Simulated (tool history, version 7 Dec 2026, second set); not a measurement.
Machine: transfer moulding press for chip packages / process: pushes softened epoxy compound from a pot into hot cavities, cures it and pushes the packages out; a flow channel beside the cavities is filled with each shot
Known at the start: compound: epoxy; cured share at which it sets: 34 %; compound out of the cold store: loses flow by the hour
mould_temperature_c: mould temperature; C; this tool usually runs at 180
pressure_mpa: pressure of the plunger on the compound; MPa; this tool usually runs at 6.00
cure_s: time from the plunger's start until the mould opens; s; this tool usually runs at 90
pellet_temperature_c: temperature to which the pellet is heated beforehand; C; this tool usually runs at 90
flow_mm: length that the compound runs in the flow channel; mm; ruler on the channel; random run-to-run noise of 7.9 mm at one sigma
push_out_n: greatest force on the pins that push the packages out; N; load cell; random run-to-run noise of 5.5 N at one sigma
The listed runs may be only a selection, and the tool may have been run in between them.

run,day,mould_temperature_c,pressure_mpa,cure_s,pellet_temperature_c,incoming compound's hours out of the cold store,flow_mm,push_out_n
1,0.000,180,6.00,90,90,42.9,764,221
# day 0.408: plunger's sealing rings changed
2,0.488,180,6.00,90,90,30.2,905,239
3,1.079,180,6.14,90,90,19.9,982,272
# day 1.338: cavities cleaned with cleaning compound and waxed
4,1.504,180,6.00,90,86,16.4,975,214
5,1.871,180,6.00,90,86,13.1,1022,238
6,2.450,180,6.00,90,86,36.4,867,251
7,2.992,180,6.00,90,90,26.2,921,281
# day 3.092: cavities cleaned with cleaning compound and waxed
8,3.496,180,6.00,90,90,16.6,993,216
9,3.825,180,6.00,90,90,9.4,1039,240
10,4.271,178,6.00,90,90,45.8,813,266
# day 4.883: cavities cleaned with cleaning compound and waxed
11,4.908,178,6.00,90,90,45.8,810,197
# day 5.046: mould's thermocouples calibrated
12,5.321,178,6.00,90,90,14.0,1001,217
13,6.008,182,6.00,90,90,27.7,901,244
14,6.433,182,6.00,90,90,19.4,953,262
# day 6.754: cavities cleaned with cleaning compound and waxed
15,6.908,177,5.69,88,87,21.4,928,220
16,7.438,187,5.66,90,90,28.9,867,212
17,7.733,187,5.66,90,90,13.9,944,224
18,8.062,188,7.26,115,90,36.6,925,245
# day 8.438: mould's thermocouples calibrated, once more
19,8.483,180,5.64,81,90,46.1,773,309
# day 8.608: cavities cleaned with cleaning compound and waxed
20,9.108,180,6.55,82,81,42.5,852,253
21,9.775,180,6.55,82,81,39.3,871,291
# day 10.367: cavities cleaned with cleaning compound and waxed
22,10.429,180,6.00,90,84,45.3,811,192
23,10.775,180,6.81,113,97,39.1,879,200
24,11.367,172,6.68,108,92,40.8,877,259
25,11.950,180,6.00,90,81,28.5,897,281
# day 12.158: cavities cleaned with cleaning compound and waxed
26,12.579,186,5.72,83,98,43.4,774,200
27,13.229,183,6.38,108,90,32.2,884,229

Consider 4 possible next runs. They are alternatives, not a sequence: every one starts from the tool as it was left by run 27. What does each give?
# day 13.904: cavities cleaned with cleaning compound and waxed
A,13.929,183,6.38,105,90,33.5,?,?
# day 13.904: cavities cleaned with cleaning compound and waxed
B,13.929,173,6.00,121,90,21.5,?,?
# day 13.904: cavities cleaned with cleaning compound and waxed
C,13.929,183,6.38,99,85,30.0,?,?
# day 13.904: cavities cleaned with cleaning compound and waxed
D,13.929,187,6.38,108,93,26.6,?,?

run,flow_mm,push_out_n
A,869,163
B,944,190
C,891,184
D,895,170
With the hidden condition removed and each run's random variation left untouched, the same runs would have given:
run,flow_mm,push_out_n
A,910,160
B,989,187
C,933,181
D,937,167
